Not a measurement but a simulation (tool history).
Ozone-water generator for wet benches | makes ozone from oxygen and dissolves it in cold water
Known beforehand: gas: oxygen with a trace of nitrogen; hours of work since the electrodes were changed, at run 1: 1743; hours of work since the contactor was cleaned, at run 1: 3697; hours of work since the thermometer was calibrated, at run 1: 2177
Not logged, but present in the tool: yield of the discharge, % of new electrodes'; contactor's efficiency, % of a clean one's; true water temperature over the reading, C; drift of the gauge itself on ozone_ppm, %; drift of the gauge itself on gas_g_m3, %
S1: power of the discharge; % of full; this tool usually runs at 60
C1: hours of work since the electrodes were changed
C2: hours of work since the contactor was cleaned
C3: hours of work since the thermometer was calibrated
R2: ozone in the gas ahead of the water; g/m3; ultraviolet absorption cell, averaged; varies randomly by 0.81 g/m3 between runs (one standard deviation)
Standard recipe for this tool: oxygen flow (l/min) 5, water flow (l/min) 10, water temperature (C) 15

Run 1, hour 0: usual settings; C1 1743; C2 3697; C3 2177. Result: dissolved ozone (ppm) 18.2, R2 123.7 g/m3.
Run 2, hour 218.3: usual settings but water temperature (C) 8; C1 1901; C2 3854; C3 2335. Result: dissolved ozone (ppm) 20.6, R2 121 g/m3.
Run 3, hour 363.5: usual settings but water temperature (C) 8; C1 2005; C2 3958; C3 2439. Result: dissolved ozone (ppm) 19.9, R2 122 g/m3.
Run 4, hour 565.3: usual settings but water temperature (C) 8; C1 2150; C2 4104; C3 2585. Result: dissolved ozone (ppm) 20.2, R2 121 g/m3.
Run 5, hour 731.7: usual settings but water temperature (C) 8; C1 2270; C2 4224; C3 2704. Result: dissolved ozone (ppm) 20, R2 119.5 g/m3.
Run 6, hour 900.5: usual settings but water temperature (C) 8; C1 2392; C2 4345; C3 2826. Result: dissolved ozone (ppm) 19.9, R2 120.3 g/m3.
Run 7, hour 1020.8: usual settings; C1 2479; C2 4432; C3 2913. Result: dissolved ozone (ppm) 17.7, R2 119.1 g/m3.
Run 8, hour 1153.3: usual settings; C1 2574; C2 4527; C3 3008. Result: dissolved ozone (ppm) 17.3, R2 119.7 g/m3.
Run 9, hour 1316.6: usual settings; C1 2692; C2 4645; C3 3126. Result: dissolved ozone (ppm) 17.5, R2 119.8 g/m3.
Run 10, hour 1473.5: usual settings; C1 2805; C2 4758; C3 3239. Result: dissolved ozone (ppm) 17.2, R2 120 g/m3.
At hour 1568.8: contactor cleaned.
Run 11, hour 1619.7: usual settings; C1 2907; C2 37; C3 3341. Result: dissolved ozone (ppm) 18.1, R2 119.1 g/m3.
Run 12, hour 1828.1: usual settings; C1 3057; C2 187; C3 3491. Result: dissolved ozone (ppm) 17.8, R2 117.3 g/m3.
Run 13, hour 1947.8: usual settings; C1 3143; C2 273; C3 3577. Result: dissolved ozone (ppm) 17.7, R2 120 g/m3.
Run 14, hour 2093.1: usual settings; C1 3248; C2 378; C3 3682. Result: dissolved ozone (ppm) 17.7, R2 117.5 g/m3.
Run 15, hour 2210: usual settings; C1 3332; C2 462; C3 3766. Result: dissolved ozone (ppm) 17.7, R2 116.4 g/m3.
Run 16, hour 2384.5: usual settings; C1 3458; C2 588; C3 3892. Result: dissolved ozone (ppm) 17.5, R2 116.9 g/m3.
Run 17, hour 2571.5: usual settings; C1 3593; C2 722; C3 4027. Result: dissolved ozone (ppm) 17.5, R2 118 g/m3.
Run 18, hour 2757.1: usual settings; C1 3726; C2 856; C3 4160. Result: dissolved ozone (ppm) 17.6, R2 114.8 g/m3.
Run 19, hour 2902.6: usual settings; C1 3831; C2 961; C3 4265. Result: dissolved ozone (ppm) 17.3, R2 114.8 g/m3.
Run 20, hour 3032.6: usual settings; C1 3925; C2 1054; C3 4359. Result: dissolved ozone (ppm) 17.3, R2 114.6 g/m3.
Run 21, hour 3220.6: usual settings but S1 99 % of full, oxygen flow (l/min) 4.47, water flow (l/min) 8, water temperature (C) 8; C1 4060; C2 1190; C3 4494. Result: dissolved ozone (ppm) 32.1, R2 170.9 g/m3.
Run 22, hour 3387.2: usual settings but oxygen flow (l/min) 4.49, water flow (l/min) 7, water temperature (C) 10; C1 4180; C2 1310; C3 4614. Result: dissolved ozone (ppm) 23.8, R2 118.9 g/m3.
Run 23, hour 3517.4: usual settings but S1 89 % of full, oxygen flow (l/min) 4.49, water flow (l/min) 7, water temperature (C) 10; C1 4274; C2 1404; C3 4708. Result: dissolved ozone (ppm) 30.9, R2 157.5 g/m3.
Run 24, hour 3691.4: usual settings but S1 48 % of full, oxygen flow (l/min) 4.49, water flow (l/min) 7, water temperature (C) 14; C1 4399; C2 1529; C3 4833. Result: dissolved ozone (ppm) 18.7, R2 101.3 g/m3.
Run 25, hour 3858.5: usual settings but S1 48 % of full, oxygen flow (l/min) 5.07, water flow (l/min) 8, water temperature (C) 14; C1 4520; C2 1649; C3 4954. Result: dissolved ozone (ppm) 17.2, R2 96.9 g/m3.
Run 26, hour 4004.6: usual settings but S1 48 % of full, oxygen flow (l/min) 5.07, water flow (l/min) 8, water temperature (C) 14; C1 4625; C2 1755; C3 5059. Result: dissolved ozone (ppm) 16.9, R2 96.9 g/m3.
Run 27, hour 4139.2: usual settings but S1 57 % of full, water flow (l/min) 15; C1 4722; C2 1852; C3 5156. Result: dissolved ozone (ppm) 12, R2 107.4 g/m3.
Run 28, hour 4259.2: usual settings but S1 44 % of full, oxygen flow (l/min) 3.41; C1 4808; C2 1938; C3 5242. Result: dissolved ozone (ppm) 13.4, R2 108 g/m3.
Run 29, hour 4482: usual settings but oxygen flow (l/min) 7.11, water flow (l/min) 14; C1 4969; C2 2098; C3 5403. Result: dissolved ozone (ppm) 12.8, R2 95 g/m3.
Run 30, hour 4646.6: usual settings but S1 56 % of full, oxygen flow (l/min) 6.45, water flow (l/min) 11, water temperature (C) 18; C1 5087; C2 2217; C3 5522. Result: dissolved ozone (ppm) 13.8, R2 95 g/m3.
At hour 4686.5: water thermometer calibrated.
Run 31, hour 4826.7: usual settings but S1 56 % of full, oxygen flow (l/min) 6.45, water flow (l/min) 11, water temperature (C) 18; C1 5217; C2 2346; C3 101. Result: dissolved ozone (ppm) 13.9, R2 94.9 g/m3.
Run 32, hour 4925.2: usual settings but oxygen flow (l/min) 4.51, water temperature (C) 21; C1 5288; C2 2417; C3 172. Result: dissolved ozone (ppm) 14.7, R2 115.3 g/m3.
Run 33, hour 5135.2: usual settings but oxygen flow (l/min) 4.51, water temperature (C) 21; C1 5439; C2 2569; C3 323. Result: dissolved ozone (ppm) 14.8, R2 114.4 g/m3.
Run 34, hour 5278: usual settings but oxygen flow (l/min) 4.3, water temperature (C) 14; C1 5542; C2 2671; C3 426. Result: dissolved ozone (ppm) 16.5, R2 115.5 g/m3.

Predict each of these 3 candidate next runs independently; none follows another, all start after run 34:
Run A, hour 5374.2: usual settings but water temperature (C) 19; C1 5611; C2 2741; C3 495. Result: dissolved ozone (ppm) ?, R2 ?.
Run B, hour 5374.2: usual settings but S1 55 % of full; C1 5611; C2 2741; C3 495. Result: dissolved ozone (ppm) ?, R2 ?.
Run C, hour 5374.2: usual settings but oxygen flow (l/min) 8.43, water temperature (C) 16; C1 5611; C2 2741; C3 495. Result: dissolved ozone (ppm) ?, R2 ?.

run  dissolved ozone (ppm)     R2
  A                   15.1  107.1
  B                   15.4  102.5
  C                   15.4   86.8
Stripped of hidden state, with their random variation kept, the same runs would have yielded:
run  dissolved ozone (ppm)     R2
  A                   18.2  126.4
  B                   18.3  119.4
  C                   18.6  102.3

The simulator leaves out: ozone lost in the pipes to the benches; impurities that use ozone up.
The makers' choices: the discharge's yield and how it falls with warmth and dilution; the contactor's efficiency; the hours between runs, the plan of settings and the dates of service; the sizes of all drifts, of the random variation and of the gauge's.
